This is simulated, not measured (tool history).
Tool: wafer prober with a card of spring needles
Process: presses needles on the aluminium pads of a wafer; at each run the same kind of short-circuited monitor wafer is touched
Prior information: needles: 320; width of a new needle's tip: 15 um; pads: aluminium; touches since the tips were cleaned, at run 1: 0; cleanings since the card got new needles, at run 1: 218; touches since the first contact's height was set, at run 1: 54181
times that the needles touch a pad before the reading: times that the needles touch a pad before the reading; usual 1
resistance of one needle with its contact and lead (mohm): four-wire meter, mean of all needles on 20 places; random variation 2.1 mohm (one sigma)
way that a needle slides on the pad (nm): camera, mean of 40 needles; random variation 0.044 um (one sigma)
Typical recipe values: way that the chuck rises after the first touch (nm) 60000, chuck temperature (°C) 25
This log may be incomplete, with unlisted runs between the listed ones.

run	day	way that the chuck rises after the first touch (nm)	chuck temperature (°C)	times that the needles touch a pad before the reading	touches since the tips were cleaned	cleanings since the card got new needles	touches since the first contact's height was set	resistance of one needle with its contact and lead (mohm)	way that a needle slides on the pad (nm)
1	0	60000	25	1	0	218	54181	250	15840
# day 0.262: tips cleaned on abrasive film
# day 0.588: tips cleaned on abrasive film
# day 0.846: tips cleaned on abrasive film
# day 1.108: tips cleaned on abrasive film
# day 1.433: tips cleaned on abrasive film
# day 1.692: tips cleaned on abrasive film
# day 1.954: tips cleaned on abrasive film
# day 2.454: card fitted with new needles
# day 2.779: tips cleaned on abrasive film
2	2.942	60000	25	1	1651	1	4878	292	16000
# day 3.075: tips cleaned on abrasive film
# day 3.338: tips cleaned on abrasive film
# day 3.662: tips cleaned on abrasive film
# day 3.988: tips cleaned on abrasive film
# day 4.246: tips cleaned on abrasive film
# day 4.508: tips cleaned on abrasive film
# day 4.767: tips cleaned on abrasive film
# day 5.029: tips cleaned on abrasive film
# day 5.354: tips cleaned on abrasive film
# day 5.617: tips cleaned on abrasive film
# day 5.942: tips cleaned on abrasive film
3	6.062	61000	25	1	1237	12	35795	283	16140
# day 6.258: tips cleaned on abrasive film
# day 6.521: tips cleaned on abrasive film
# day 6.779: tips cleaned on abrasive film
# day 7.104: tips cleaned on abrasive film
# day 7.367: tips cleaned on abrasive film
# day 7.692: tips cleaned on abrasive film
# day 7.954: tips cleaned on abrasive film
# day 8.212: tips cleaned on abrasive film
# day 8.475: tips cleaned on abrasive film
# day 8.788: tips cleaned on abrasive film
4	8.788	57000	25	1	0	22	62779	247	15010
# day 9.05: tips cleaned on abrasive film
# day 9.375: tips cleaned on abrasive film
# day 9.7: tips cleaned on abrasive film
# day 10.025: tips cleaned on abrasive film
# day 10.283: tips cleaned on abrasive film
# day 10.546: tips cleaned on abrasive film
# day 10.804: tips cleaned on abrasive film
# day 11.129: tips cleaned on abrasive film
# day 11.392: tips cleaned on abrasive film
# day 11.717: tips cleaned on abrasive film
5	11.917	57000	25	1	2002	32	93815	321	14960
# day 11.983: tips cleaned on abrasive film
# day 12.246: tips cleaned on abrasive film
# day 12.571: tips cleaned on abrasive film
# day 12.829: tips cleaned on abrasive film
# day 13.154: tips cleaned on abrasive film
# day 13.417: tips cleaned on abrasive film
# day 13.675: tips cleaned on abrasive film
# day 13.938: tips cleaned on abrasive film
# day 14.196: tips cleaned on abrasive film
# day 14.521: tips cleaned on abrasive film
# day 14.846: tips cleaned on abrasive film
# day 15.117: tips cleaned on abrasive film
6	15.117	50000	25	1	0	44	125509	248	12930
# day 15.442: tips cleaned on abrasive film
# day 15.7: tips cleaned on abrasive film
# day 15.962: tips cleaned on abrasive film
# day 16.225: tips cleaned on abrasive film
# day 16.55: tips cleaned on abrasive film
# day 16.808: tips cleaned on abrasive film
# day 17.012: height of the first contact set anew
# day 17.146: tips cleaned on abrasive film
# day 17.408: tips cleaned on abrasive film
# day 17.733: tips cleaned on abrasive film
# day 17.992: tips cleaned on abrasive film
# day 18.317: tips cleaned on abrasive film
# day 18.579: tips cleaned on abrasive film
7	18.733	62000	48	2	1573	56	17058	279	16620
# day 18.867: tips cleaned on abrasive film
# day 19.192: tips cleaned on abrasive film
# day 19.454: tips cleaned on abrasive film
# day 19.779: tips cleaned on abrasive film
# day 20.038: tips cleaned on abrasive film
# day 20.3: tips cleaned on abrasive film
# day 20.558: tips cleaned on abrasive film
# day 20.883: tips cleaned on abrasive film
# day 21.208: tips cleaned on abrasive film
# day 21.533: tips cleaned on abrasive film
# day 21.796: tips cleaned on abrasive film
8	22.025	62000	48	2	2285	67	49667	288	16380
# day 22.092: tips cleaned on abrasive film
# day 22.417: tips cleaned on abrasive film
# day 22.679: tips cleaned on abrasive film
# day 22.938: tips cleaned on abrasive film
# day 23.2: tips cleaned on abrasive film
# day 23.458: tips cleaned on abrasive film
# day 23.783: tips cleaned on abrasive film
# day 24.046: tips cleaned on abrasive film
# day 24.371: tips cleaned on abrasive film
# day 24.629: tips cleaned on abrasive film
# day 24.954: tips cleaned on abrasive film
# day 25.217: tips cleaned on abrasive film
# day 25.479: tips cleaned on abrasive film
# day 25.804: tips cleaned on abrasive film
# day 26.129: tips cleaned on abrasive film
9	26.296	55000	37	3	1684	82	92000	268	14390
# day 26.429: tips cleaned on abrasive film
# day 26.688: tips cleaned on abrasive film
# day 27.012: tips cleaned on abrasive film
# day 27.338: tips cleaned on abrasive film
# day 27.6: tips cleaned on abrasive film
# day 27.858: tips cleaned on abrasive film
# day 28.183: tips cleaned on abrasive film
# day 28.446: tips cleaned on abrasive film
# day 28.771: tips cleaned on abrasive film
10	29.025	55000	37	3	2544	91	119062	286	14280
# day 29.092: tips cleaned on abrasive film
# day 29.354: tips cleaned on abrasive film
# day 29.612: tips cleaned on abrasive film
# day 29.938: tips cleaned on abrasive film
# day 30.2: tips cleaned on abrasive film
# day 30.525: tips cleaned on abrasive film
# day 30.85: tips cleaned on abrasive film
# day 31.175: tips cleaned on abrasive film
# day 31.433: tips cleaned on abrasive film
# day 31.575: height of the first contact set anew
# day 31.771: tips cleaned on abrasive film
11	32.004	60000	94	1	2329	101	4264	339	16130
# day 32.071: tips cleaned on abrasive film
# day 32.333: tips cleaned on abrasive film
# day 32.592: tips cleaned on abrasive film
# day 32.854: tips cleaned on abrasive film
# day 33.117: tips cleaned on abrasive film
# day 33.438: tips cleaned on abrasive film
# day 33.762: tips cleaned on abrasive film
# day 34.025: tips cleaned on abrasive film
# day 34.35: tips cleaned on abrasive film
# day 34.612: tips cleaned on abrasive film
# day 34.871: tips cleaned on abrasive film
# day 35.133: tips cleaned on abrasive film
# day 35.458: tips cleaned on abrasive film
# day 35.783: tips cleaned on abrasive film
# day 36.042: tips cleaned on abrasive film
12	36.296	60000	25	1	2543	116	46810	338	15940

Each run again, without the hidden state but with its own random variation kept:
Hidden state at play: debris on the tips, nm; way that the needles fall short of the set height, um; tips' diameter, um; drift of the gauge itself on contact_mohm, %; drift of the gauge itself on scrub_um, %.
run	resistance of one needle with its contact and lead (mohm)	way that a needle slides on the pad (nm)
1	234	16070
2	232	16010
3	236	16280
4	235	15270
5	236	15330
6	239	13460
7	241	16700
8	239	16590
9	236	14800
10	241	14800
11	255	16140
12	234	16140
